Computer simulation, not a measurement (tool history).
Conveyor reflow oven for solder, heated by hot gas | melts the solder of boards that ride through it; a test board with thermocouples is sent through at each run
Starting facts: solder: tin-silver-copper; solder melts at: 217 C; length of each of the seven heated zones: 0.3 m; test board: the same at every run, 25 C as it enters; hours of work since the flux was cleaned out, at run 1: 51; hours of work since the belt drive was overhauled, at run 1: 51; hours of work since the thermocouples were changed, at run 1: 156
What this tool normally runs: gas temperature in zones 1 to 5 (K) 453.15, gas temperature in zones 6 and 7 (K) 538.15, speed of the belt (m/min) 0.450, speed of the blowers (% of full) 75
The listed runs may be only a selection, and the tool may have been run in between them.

run	hour	gas temperature in zones 1 to 5 (K)	gas temperature in zones 6 and 7 (K)	speed of the belt (m/min)	speed of the blowers (% of full)	hours of work since the flux was cleaned out	hours of work since the belt drive was overhauled	hours of work since the thermocouples were changed	highest temperature of the board (K)	time above the solder's melting point (s)
1	0.0	453.15	538.15	0.450	75	51	51	156	522.45	59.77
2	11.6	453.15	538.15	0.450	75	57	57	162	522.85	60.04
3	29.4	453.15	538.15	0.450	75	67	67	171	522.45	59.97
4	38.3	453.15	538.15	0.456	75	71	71	176	522.25	58.71
5	55.8	453.15	538.15	0.456	75	81	81	185	522.35	58.64
6	66.1	453.15	538.15	0.456	75	86	86	191	522.35	58.58
7	78.4	453.15	535.15	0.456	68	93	93	197	517.95	54.48
8	87.2	463.15	535.15	0.456	69	97	97	202	520.25	61.31
9	95.4	443.15	538.15	0.439	75	102	102	206	521.65	56.61
10	110.4	466.15	534.15	0.463	71	110	110	214	520.25	61.91
11	124.7	464.15	534.15	0.393	71	117	117	222	523.65	76.62
12	135.6	444.15	536.15	0.460	54	123	123	227	511.95	41.98

Each row is a separate what-if for the run after 12, all from the same tool condition, not one after another. Results?
A	146.2	455.15	536.15	0.483	58	128	128	233	?	?
B	146.2	453.15	535.15	0.437	76	128	128	233	?	?
C	146.2	467.15	538.15	0.537	75	128	128	233	?	?
D	146.2	458.15	538.15	0.485	66	128	128	233	?	?

run	highest temperature of the board (K)	time above the solder's melting point (s)
A	514.45	46.86
B	521.35	60.85
C	520.35	52.45
D	519.05	53.15
Stripped of hidden state, with their random variation kept, the same runs would have yielded:
run	highest temperature of the board (K)	time above the solder's melting point (s)
A	514.45	46.89
B	521.35	60.88
C	520.35	52.47
D	519.05	53.17
